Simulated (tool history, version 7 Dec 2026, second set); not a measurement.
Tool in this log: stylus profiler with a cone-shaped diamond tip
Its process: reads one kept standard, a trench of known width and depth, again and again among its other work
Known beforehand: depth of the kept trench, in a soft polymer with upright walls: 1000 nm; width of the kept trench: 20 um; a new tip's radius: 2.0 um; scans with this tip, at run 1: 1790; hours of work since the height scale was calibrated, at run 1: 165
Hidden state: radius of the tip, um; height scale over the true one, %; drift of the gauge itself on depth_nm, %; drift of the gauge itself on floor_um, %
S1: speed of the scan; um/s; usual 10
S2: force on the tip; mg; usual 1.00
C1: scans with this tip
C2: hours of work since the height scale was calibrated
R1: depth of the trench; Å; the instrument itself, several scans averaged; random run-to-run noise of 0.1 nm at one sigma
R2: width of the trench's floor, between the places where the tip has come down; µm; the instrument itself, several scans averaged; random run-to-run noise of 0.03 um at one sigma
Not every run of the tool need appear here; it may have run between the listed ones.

run     day  S1    S2    C1   C2       R1     R2
  1   0.000  10  1.00  1790  165  10064.9  16.42
  2   0.842  10  1.00  1888  174  10068.5  16.48
  3   1.633  10  1.00  1980  183  10066.6  16.46
  4   2.917  10  1.00  2128  197  10064.9  16.54
  5   4.125  10  1.00  2269  210  10067.5  16.51
  6   5.492  10  0.44  2428  224  10038.6  16.42
  7   6.650  10  0.44  2562  237  10038.0  16.43
  8   7.638  10  1.00  2677  247  10064.8  16.47
  9   8.238  10  1.00  2746  254  10066.4  16.50
 10   9.192  10  1.00  2857  264  10064.8  16.48
 11  10.017  10  0.64  2953  273  10049.4  16.50
 12  10.933  10  0.64  3060  283  10049.8  16.47
 13  11.779  10  0.64  3158  292  10046.8  16.54
 14  12.408  16  0.34  3231  299  10030.1  16.41
 15  13.329   4  0.51  3338  308  10041.6  16.51
 16  14.492   8  1.08  3472  321  10068.2  16.51
 17  15.471  33  1.23  3586  331  10077.0  16.38
 18  16.258  29  0.84  3678  340  10057.2  16.41
 19  17.304   3  0.92  3799  351  10062.0  16.50
 20  18.750   3  0.57  3967  367  10046.0  16.49
 21  19.912  10  0.39  4102  379  10032.2  16.41
 22  21.212  10  0.39  4253  393  10034.9  16.46
 23  21.971  11  1.59  4341  401  10090.1  16.48
 24  23.383   9  1.86  4505  416  10100.5  16.47

Consider 4 possible next runs. They are alternatives, not a sequence: every one starts from the tool as it was left by run 24. What does each give?
  A  24.738  32  2.64  4662  431   ?   ?
  B  24.738   9  2.56  4662  431   ?   ?
  C  24.738  36  0.61  4662  431   ?   ?
  D  24.738   9  1.11  4662  431   ?   ?

run       R1     R2
  A  10126.1  16.44
  B  10122.5  16.51
  C  10048.3  16.36
  D  10072.1  16.48
Take away the tool's hidden state, keep each run's random variation, and the runs would have read:
run       R1     R2
  A  10126.0  16.44
  B  10122.5  16.51
  C  10048.2  16.36
  D  10072.1  16.48
